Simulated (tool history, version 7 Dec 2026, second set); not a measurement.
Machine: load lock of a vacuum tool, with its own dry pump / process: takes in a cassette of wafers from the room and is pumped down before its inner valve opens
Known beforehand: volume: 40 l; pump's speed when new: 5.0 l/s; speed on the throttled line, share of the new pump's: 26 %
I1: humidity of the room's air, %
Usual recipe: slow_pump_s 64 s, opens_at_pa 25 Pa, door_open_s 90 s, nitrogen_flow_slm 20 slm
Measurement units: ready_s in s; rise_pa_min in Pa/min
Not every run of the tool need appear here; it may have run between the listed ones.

Run 1, day 0.000: usual settings; I1 43.3. Result: ready_s 114.2 s, rise_pa_min 0.038 Pa/min.
Run 2, day 2.671: usual settings; I1 45.1. Result: ready_s 114.2 s, rise_pa_min 0.041 Pa/min.
Run 3, day 8.200: usual settings; I1 43.1. Result: ready_s 114.5 s, rise_pa_min 0.039 Pa/min.
Run 4, day 12.233: usual settings; I1 41.6. Result: ready_s 113.1 s, rise_pa_min 0.036 Pa/min.
Run 5, day 15.867: usual settings; I1 43.8. Result: ready_s 114.1 s, rise_pa_min 0.039 Pa/min.
Run 6, day 19.688: usual settings but nitrogen_flow_slm 11 slm; I1 46.1. Result: ready_s 114.0 s, rise_pa_min 0.050 Pa/min.
Run 7, day 24.525: usual settings; I1 45.5. Result: ready_s 112.9 s, rise_pa_min 0.037 Pa/min.
Run 8, day 29.646: usual settings; I1 45.4. Result: ready_s 114.0 s, rise_pa_min 0.046 Pa/min.
Run 9, day 35.617: usual settings; I1 46.4. Result: ready_s 113.5 s, rise_pa_min 0.040 Pa/min.
Run 10, day 39.125: usual settings; I1 43.0. Result: ready_s 114.7 s, rise_pa_min 0.037 Pa/min.
Run 11, day 43.292: usual settings; I1 47.5. Result: ready_s 113.3 s, rise_pa_min 0.039 Pa/min.
Run 12, day 46.738: usual settings; I1 45.3. Result: ready_s 113.0 s, rise_pa_min 0.043 Pa/min.
Run 13, day 49.588: usual settings; I1 42.8. Result: ready_s 112.8 s, rise_pa_min 0.042 Pa/min.
Run 14, day 55.804: usual settings; I1 42.4. Result: ready_s 113.8 s, rise_pa_min 0.041 Pa/min.
Run 15, day 61.758: usual settings; I1 43.0. Result: ready_s 113.8 s, rise_pa_min 0.040 Pa/min.
Run 16, day 68.167: usual settings; I1 42.3. Result: ready_s 112.9 s, rise_pa_min 0.035 Pa/min.
Run 17, day 73.946: usual settings but slow_pump_s 78 s; I1 43.0. Result: ready_s 123.6 s, rise_pa_min 0.038 Pa/min.
Run 18, day 76.896: usual settings but slow_pump_s 91 s; I1 45.3. Result: ready_s 131.9 s, rise_pa_min 0.040 Pa/min.
Run 19, day 80.471: usual settings but slow_pump_s 91 s, opens_at_pa 31 Pa; I1 43.8. Result: ready_s 130.8 s, rise_pa_min 0.041 Pa/min.
Run 20, day 85.096: usual settings but slow_pump_s 91 s, opens_at_pa 31 Pa; I1 46.3. Result: ready_s 130.9 s, rise_pa_min 0.039 Pa/min.
Run 21, day 90.012: usual settings but opens_at_pa 32 Pa, door_open_s 67 s, nitrogen_flow_slm 9 slm; I1 44.4. Result: ready_s 111.1 s, rise_pa_min 0.047 Pa/min.
Run 22, day 94.146: usual settings but opens_at_pa 24 Pa, door_open_s 67 s, nitrogen_flow_slm 5 slm; I1 44.9. Result: ready_s 113.4 s, rise_pa_min 0.049 Pa/min.

Estimate the outcome of run 23 from the log above:
Run 23, day 97.300: usual settings but opens_at_pa 24 Pa, door_open_s 67 s, nitrogen_flow_slm 5 slm; I1 43.8. Result: ready_s ?, rise_pa_min ?.

Run 23 measured ready_s 112.9 s, rise_pa_min 0.049 Pa/min.
Without the tool's hidden state the same run would have given ready_s 112.9 s, rise_pa_min 0.049 Pa/min.
